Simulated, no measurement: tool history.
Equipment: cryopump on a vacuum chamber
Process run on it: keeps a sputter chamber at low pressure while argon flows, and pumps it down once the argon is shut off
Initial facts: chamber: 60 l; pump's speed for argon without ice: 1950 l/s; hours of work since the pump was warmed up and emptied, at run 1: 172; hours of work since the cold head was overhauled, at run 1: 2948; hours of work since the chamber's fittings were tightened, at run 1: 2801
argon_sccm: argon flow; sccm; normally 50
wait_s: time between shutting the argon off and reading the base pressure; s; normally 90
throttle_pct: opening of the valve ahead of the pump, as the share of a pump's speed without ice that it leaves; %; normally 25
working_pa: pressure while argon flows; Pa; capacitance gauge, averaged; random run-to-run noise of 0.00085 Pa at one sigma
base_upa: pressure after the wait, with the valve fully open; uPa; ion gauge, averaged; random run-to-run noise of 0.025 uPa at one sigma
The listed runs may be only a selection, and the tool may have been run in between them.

| run | hour | argon_sccm | wait_s | throttle_pct | hours of work since the pump was warmed up and emptied | hours of work since the cold head was overhauled | hours of work since the chamber's fittings were tightened | working_pa | base_upa |
|---|---|---|---|---|---|---|---|---|---|
| 1 | 0.0 | 50 | 90 | 25 | 172 | 2948 | 2801 | 0.1763 | 1.89 |
| 2 | 72.5 | 50 | 90 | 25 | 235 | 3011 | 2865 | 0.1773 | 1.85 |
| 3 | 131.8 | 50 | 90 | 25 | 287 | 3063 | 2917 | 0.1790 | 1.92 |
| 4 | 212.3 | 50 | 66 | 25 | 358 | 3134 | 2987 | 0.1807 | 2.26 |
| 5 | 260.4 | 50 | 90 | 25 | 400 | 3176 | 3030 | 0.1824 | 1.96 |
| 6 | 318.3 | 50 | 90 | 25 | 451 | 3226 | 3080 | 0.1842 | 2.06 |
|  | 327.1 | leaking fittings of the chamber tightened, without venting |
| 7 | 369.9 | 50 | 34 | 25 | 494 | 3270 | 37 | 0.1825 | 2.42 |
| 8 | 452.9 | 99 | 34 | 25 | 567 | 3343 | 110 | 0.3632 | 2.34 |
| 9 | 500.1 | 39 | 273 | 15 | 608 | 3384 | 152 | 0.2345 | 0.55 |
| 10 | 588.2 | 39 | 273 | 15 | 685 | 3461 | 229 | 0.2340 | 0.55 |
| 11 | 647.2 | 39 | 273 | 15 | 737 | 3513 | 280 | 0.2370 | 0.55 |

3 options for the next run, each taken on its own from the tool as it stands now. Forecast them:
| A | 722.9 | 78 | 43 | 15 | 803 | 3579 | 347 | ? | ? |
| B | 722.9 | 50 | 66 | 25 | 803 | 3579 | 347 | ? | ? |
| C | 722.9 | 68 | 84 | 42 | 803 | 3579 | 347 | ? | ? |

| run | working_pa | base_upa |
|---|---|---|
| A | 0.4793 | 2.07 |
| B | 0.1889 | 1.47 |
| C | 0.1617 | 1.19 |
Take away the tool's hidden state, keep each run's random variation, and the runs would have read:
| run | working_pa | base_upa |
|---|---|---|
| A | 0.4542 | 1.85 |
| B | 0.1730 | 1.26 |
| C | 0.1399 | 0.98 |

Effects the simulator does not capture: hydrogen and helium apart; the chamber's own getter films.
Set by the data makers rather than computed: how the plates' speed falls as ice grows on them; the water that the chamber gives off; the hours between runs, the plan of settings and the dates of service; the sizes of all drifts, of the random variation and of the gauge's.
